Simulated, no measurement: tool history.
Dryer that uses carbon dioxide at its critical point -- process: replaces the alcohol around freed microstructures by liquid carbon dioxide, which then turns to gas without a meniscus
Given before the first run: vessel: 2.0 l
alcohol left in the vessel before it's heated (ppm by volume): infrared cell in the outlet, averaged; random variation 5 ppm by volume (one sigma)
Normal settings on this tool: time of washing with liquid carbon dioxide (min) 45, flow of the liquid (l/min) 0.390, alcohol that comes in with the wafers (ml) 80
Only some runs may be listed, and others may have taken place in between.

run   hour  time of washing with liquid carbon dioxide (min)  flow of the liquid (l/min)  alcohol that comes in with the wafers (ml)  alcohol left in the vessel before it's heated (ppm by volume)
  1    0.0                                                45                       0.390                                          80                                                             71
  2   25.5                                                63                       0.390                                          80                                                             29
  3   47.4                                                45                       0.390                                          21                                                             41
  4   72.3                                                45                       0.390                                          21                                                             40
  5   84.5                                                45                       0.390                                          80                                                             77
  6  103.7                                                45                       0.390                                          80                                                             85
  7  116.6                                                45                       0.390                                          80                                                             79
  8  130.1                                                45                       0.390                                          80                                                             81
  9  153.7                                                45                       0.390                                          80                                                             78
 10  175.3                                                45                       0.390                                          80                                                             82
 11  193.5                                                45                       0.390                                          80                                                             92
 12  209.1                                                45                       0.497                                          80                                                             41
 13  222.2                                                45                       0.552                                          80                                                             33
 14  246.0                                                37                       0.552                                          80                                                             54
 15  265.3                                                37                       0.552                                          80                                                             58
     268.5  -- inlet filter changed
 16  280.6                                                37                       0.552                                          80                                                             54
 17  293.2                                                29                       0.390                                          80                                                            286
 18  313.4                                                45                       0.297                                          80                                                            147
 19  341.0                                                45                       0.297                                          80                                                            152
 20  367.4                                                45                       0.297                                          80                                                            149
 21  390.0                                                45                       0.269                                          80                                                            225
 22  413.1                                                45                       0.390                                          26                                                             51
 23  437.8                                                37                       0.390                                          80                                                            113
 24  463.6                                                58                       0.495                                          70                                                             53
 25  479.5                                                27                       0.268                                          68                                                           1428
 26  507.0                                                47                       0.302                                          48                                                             91
 27  530.7                                                49                       0.413                                          96                                                             72
 28  548.0                                                43                       0.441                                          77                                                             56
 29  567.4                                                43                       0.415                                          22                                                             57
 30  589.9                                                43                       0.415                                          22                                                             69
 31  608.9                                                43                       0.415                                          22                                                             66
 32  622.5                                                43                       0.278                                          74                                                            275
 33  643.7                                                51                       0.390                                          91                                                             69
 34  657.3                                                51                       0.390                                          91                                                             72
 35  674.6                                                37                       0.635                                         101                                                             76
 36  700.7                                                45                       0.390                                          41                                                             79
 37  721.5                                                45                       0.240                                          80                                                            457
 38  735.5                                                44                       0.353                                          23                                                             83
 39  763.2                                                52                       0.390                                          80                                                             64
 40  785.2                                                52                       0.649                                          62                                                             69
 41  810.6                                                61                       0.310                                          27                                                             81
 42  826.1                                                44                       0.236                                          32                                                            273
 43  849.9                                                39                       0.608                                          45                                                             80
 44  864.3                                                58                       0.390                                          80                                                             84
 45  889.3                                                62                       0.251                                          61                                                            116
 46  911.2                                                62                       0.433                                          61                                                             76

How would selected steps in alcohol left in the vessel before it's heated (ppm by volume) from run to run divide? Give the signed amount a tool lacking its hidden state would still show from settings, what came in and random variation, and the signed amount left for the hidden state, including any gauge scatter that is not in both of the compared results.
Hidden conditions of the tool in this case: flow that reaches the vessel past the clogged filter, %; alcohol in the recycled carbon dioxide, ppm; drift of the gauge itself on alcohol_ppm, %.
Run 24 -> 25: time of washing with liquid carbon dioxide (min) 58 -> 27, flow of the liquid (l/min) 0.495 -> 0.268, alcohol that comes in with the wafers (ml) 70 -> 68. alcohol left in the vessel before it's heated (ppm by volume) +1375: hidden state +104, all else +1271.
Run 25 -> 26: time of washing with liquid carbon dioxide (min) 27 -> 47, flow of the liquid (l/min) 0.268 -> 0.302, alcohol that comes in with the wafers (ml) 68 -> 48. alcohol left in the vessel before it's heated (ppm by volume) -1337: hidden state -95, all else -1242.
Run 36 -> 37: flow of the liquid (l/min) 0.390 -> 0.240, alcohol that comes in with the wafers (ml) 41 -> 80. alcohol left in the vessel before it's heated (ppm by volume) +378: hidden state +85, all else +293.

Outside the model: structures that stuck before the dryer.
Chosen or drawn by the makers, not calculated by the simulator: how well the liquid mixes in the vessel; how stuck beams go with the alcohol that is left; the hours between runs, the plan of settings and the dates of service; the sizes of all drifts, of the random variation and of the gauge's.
